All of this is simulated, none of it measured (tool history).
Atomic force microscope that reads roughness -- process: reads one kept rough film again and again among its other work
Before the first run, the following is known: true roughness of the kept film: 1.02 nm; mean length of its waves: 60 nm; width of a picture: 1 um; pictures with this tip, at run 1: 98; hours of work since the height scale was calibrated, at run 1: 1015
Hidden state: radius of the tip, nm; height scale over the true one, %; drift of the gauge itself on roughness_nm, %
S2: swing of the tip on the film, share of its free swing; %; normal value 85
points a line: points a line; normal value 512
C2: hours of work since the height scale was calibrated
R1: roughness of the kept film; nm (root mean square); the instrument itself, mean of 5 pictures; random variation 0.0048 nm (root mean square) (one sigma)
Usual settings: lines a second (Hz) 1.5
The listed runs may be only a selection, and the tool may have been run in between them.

Run 1, hour 0: usual settings; pictures with this tip 98; C2 1015. Result: R1 0.838 nm (root mean square).
Run 2, hour 37: usual settings but points a line 1001; pictures with this tip 150; C2 1032. Result: R1 0.826 nm (root mean square).
At hour 98.6: new tip fitted.
Run 3, hour 102: usual settings; pictures with this tip 4; C2 1062. Result: R1 0.843 nm (root mean square).
Run 4, hour 140.7: usual settings but S2 80 %; pictures with this tip 59; C2 1081. Result: R1 0.864 nm (root mean square).
Run 5, hour 191.8: usual settings but S2 80 %; pictures with this tip 132; C2 1105. Result: R1 0.872 nm (root mean square).
Run 6, hour 235: usual settings but S2 80 %; pictures with this tip 193; C2 1125. Result: R1 0.868 nm (root mean square).
At hour 269.4: new tip fitted.
Run 7, hour 276.1: usual settings but lines a second (Hz) 3.69, S2 80 %; pictures with this tip 10; C2 1144. Result: R1 0.73 nm (root mean square).
Run 8, hour 349.7: usual settings but lines a second (Hz) 0.52, S2 80 %; pictures with this tip 114; C2 1179. Result: R1 0.953 nm (root mean square).
Run 9, hour 409.8: usual settings but lines a second (Hz) 0.52, S2 80 %; pictures with this tip 199; C2 1207. Result: R1 0.957 nm (root mean square).
At hour 438.4: new tip fitted.
Run 10, hour 441.6: usual settings but S2 65 %; pictures with this tip 5; C2 1222. Result: R1 0.94 nm (root mean square).
Run 11, hour 472.9: usual settings but S2 65 %; pictures with this tip 49; C2 1237. Result: R1 0.949 nm (root mean square).
Run 12, hour 536.5: usual settings but S2 65 %; pictures with this tip 139; C2 1267. Result: R1 0.939 nm (root mean square).
Run 13, hour 573: usual settings but lines a second (Hz) 1.01; pictures with this tip 191; C2 1284. Result: R1 0.88 nm (root mean square).
At hour 605.3: new tip fitted.
Run 14, hour 644.6: usual settings but S2 59 %; pictures with this tip 56; C2 1318. Result: R1 0.958 nm (root mean square).
Run 15, hour 702.4: usual settings but S2 59 %; pictures with this tip 138; C2 1345. Result: R1 0.967 nm (root mean square).
Run 16, hour 748.3: usual settings but lines a second (Hz) 1.07; pictures with this tip 203; C2 1367. Result: R1 0.874 nm (root mean square).
At hour 775.7: new tip fitted.
Run 17, hour 810.4: usual settings but lines a second (Hz) 0.81; pictures with this tip 49; C2 1396. Result: R1 0.903 nm (root mean square).
Run 18, hour 871.8: usual settings but lines a second (Hz) 2.05; pictures with this tip 137; C2 1425. Result: R1 0.781 nm (root mean square).
Run 19, hour 908.6: usual settings but lines a second (Hz) 2.05; pictures with this tip 189; C2 1442. Result: R1 0.797 nm (root mean square).
At hour 942.2: new tip fitted.
Run 20, hour 942.2: usual settings but lines a second (Hz) 2.05; pictures with this tip 0; C2 1458. Result: R1 0.789 nm (root mean square).
Run 21, hour 984.6: usual settings but lines a second (Hz) 2.05; pictures with this tip 60; C2 1478. Result: R1 0.792 nm (root mean square).
Run 22, hour 1048.1: usual settings but points a line 573; pictures with this tip 150; C2 1508. Result: R1 0.836 nm (root mean square).
At hour 1112.4: new tip fitted.
Run 23, hour 1122.3: usual settings but S2 68 %, points a line 573; pictures with this tip 14; C2 1542. Result: R1 0.924 nm (root mean square).
Run 24, hour 1162: usual settings; pictures with this tip 71; C2 1561. Result: R1 0.841 nm (root mean square).
Run 25, hour 1212: usual settings; pictures with this tip 142; C2 1585. Result: R1 0.837 nm (root mean square).
Run 26, hour 1266.6: usual settings; pictures with this tip 219; C2 1610. Result: R1 0.839 nm (root mean square).
At hour 1279.7: new tip fitted.
Run 27, hour 1338.1: usual settings but lines a second (Hz) 3.02, S2 57 %, points a line 783; pictures with this tip 83; C2 1644. Result: R1 0.927 nm (root mean square).
Run 28, hour 1390.7: usual settings but points a line 391; pictures with this tip 157; C2 1669. Result: R1 0.838 nm (root mean square).
At hour 1448.6: new tip fitted.
Run 29, hour 1465.1: usual settings but points a line 391; pictures with this tip 23; C2 1703. Result: R1 0.842 nm (root mean square).
Run 30, hour 1503: usual settings but S2 84 %, points a line 461; pictures with this tip 77; C2 1721. Result: R1 0.85 nm (root mean square).
Run 31, hour 1566.9: usual settings but S2 84 %, points a line 461; pictures with this tip 168; C2 1751. Result: R1 0.845 nm (root mean square).
At hour 1615.7: new tip fitted.
Run 32, hour 1615.8: usual settings but lines a second (Hz) 0.52, S2 66 %, points a line 461; pictures with this tip 0; C2 1774. Result: R1 0.984 nm (root mean square).
Run 33, hour 1681.7: usual settings but lines a second (Hz) 0.78, S2 59 %, points a line 989; pictures with this tip 94; C2 1805. Result: R1 0.993 nm (root mean square).
Run 34, hour 1711.9: usual settings but S2 80 %, points a line 275; pictures with this tip 137; C2 1820. Result: R1 0.873 nm (root mean square).
Run 35, hour 1748.1: usual settings but S2 80 %, points a line 275; pictures with this tip 188; C2 1837. Result: R1 0.862 nm (root mean square).
At hour 1786.9: new tip fitted.
Run 36, hour 1803.8: usual settings but lines a second (Hz) 1.33, S2 80 %, points a line 275; pictures with this tip 24; C2 1863. Result: R1 0.879 nm (root mean square).
Run 37, hour 1850: usual settings but lines a second (Hz) 0.69, S2 63 %, points a line 260; pictures with this tip 90; C2 1885. Result: R1 0.974 nm (root mean square).
Run 38, hour 1908.6: usual settings but lines a second (Hz) 0.69, S2 63 %, points a line 260; pictures with this tip 173; C2 1912. Result: R1 0.981 nm (root mean square).
At hour 1955.5: new tip fitted.
Run 39, hour 1973.1: usual settings but lines a second (Hz) 0.69, S2 63 %, points a line 260; pictures with this tip 25; C2 1942. Result: R1 0.971 nm (root mean square).
Run 40, hour 2017.9: usual settings but lines a second (Hz) 0.69, S2 59 %, points a line 382; pictures with this tip 88; C2 1964. Result: R1 0.979 nm (root mean square).
Run 41, hour 2065.9: usual settings but lines a second (Hz) 1.51, S2 61 %; pictures with this tip 156; C2 1986. Result: R1 0.963 nm (root mean square).
Run 42, hour 2100.5: usual settings but lines a second (Hz) 1.07, S2 88 %, points a line 650; pictures with this tip 205; C2 2002. Result: R1 0.864 nm (root mean square).
At hour 2123.6: new tip fitted.
Run 43, hour 2165.3: usual settings but lines a second (Hz) 1.87, S2 88 %, points a line 596; pictures with this tip 60; C2 2033. Result: R1 0.777 nm (root mean square).
Run 44, hour 2238.7: usual settings but lines a second (Hz) 1.87, S2 88 %, points a line 596; pictures with this tip 164; C2 2067. Result: R1 0.785 nm (root mean square).
At hour 2290.6: new tip fitted.
Run 45, hour 2296.8: usual settings but lines a second (Hz) 2.03, S2 72 %, points a line 531; pictures with this tip 8; C2 2095. Result: R1 0.882 nm (root mean square).
Run 46, hour 2357.4: usual settings but lines a second (Hz) 0.76, S2 71 %, points a line 815; pictures with this tip 94; C2 2123. Result: R1 0.957 nm (root mean square).
Run 47, hour 2425.4: usual settings but S2 68 %; pictures with this tip 191; C2 2155. Result: R1 0.931 nm (root mean square).
At hour 2457.4: new tip fitted.
Run 48, hour 2457.4: usual settings but lines a second (Hz) 3.11, points a line 848; pictures with this tip 0; C2 2170. Result: R1 0.705 nm (root mean square).
Run 49, hour 2507.9: usual settings but lines a second (Hz) 3.11, S2 63 %, points a line 961; pictures with this tip 71; C2 2194. Result: R1 0.898 nm (root mean square).
Run 50, hour 2543.1: usual settings but lines a second (Hz) 0.79, S2 57 %, points a line 276; pictures with this tip 121; C2 2211. Result: R1 0.985 nm (root mean square).

Each row is a separate what-if for the run after 50, all from the same tool condition, not one after another. Results?
Run A, hour 2616.7: usual settings but lines a second (Hz) 1.62, S2 61 %, points a line 625; pictures with this tip 225; C2 2245. Result: R1 ?.
Run B, hour 2616.7: usual settings but lines a second (Hz) 2.31, S2 73 %, points a line 276; pictures with this tip 225; C2 2245. Result: R1 ?.
Run C, hour 2616.7: usual settings but lines a second (Hz) 1.47, S2 66 %, points a line 276; pictures with this tip 225; C2 2245. Result: R1 ?.

run     R1
  A  0.951
  B  0.853
  C  0.935
The same runs, with their run-to-run variation unchanged, on a tool lacking any hidden condition would have given:
run     R1
  A  0.953
  B  0.854
  C  0.936
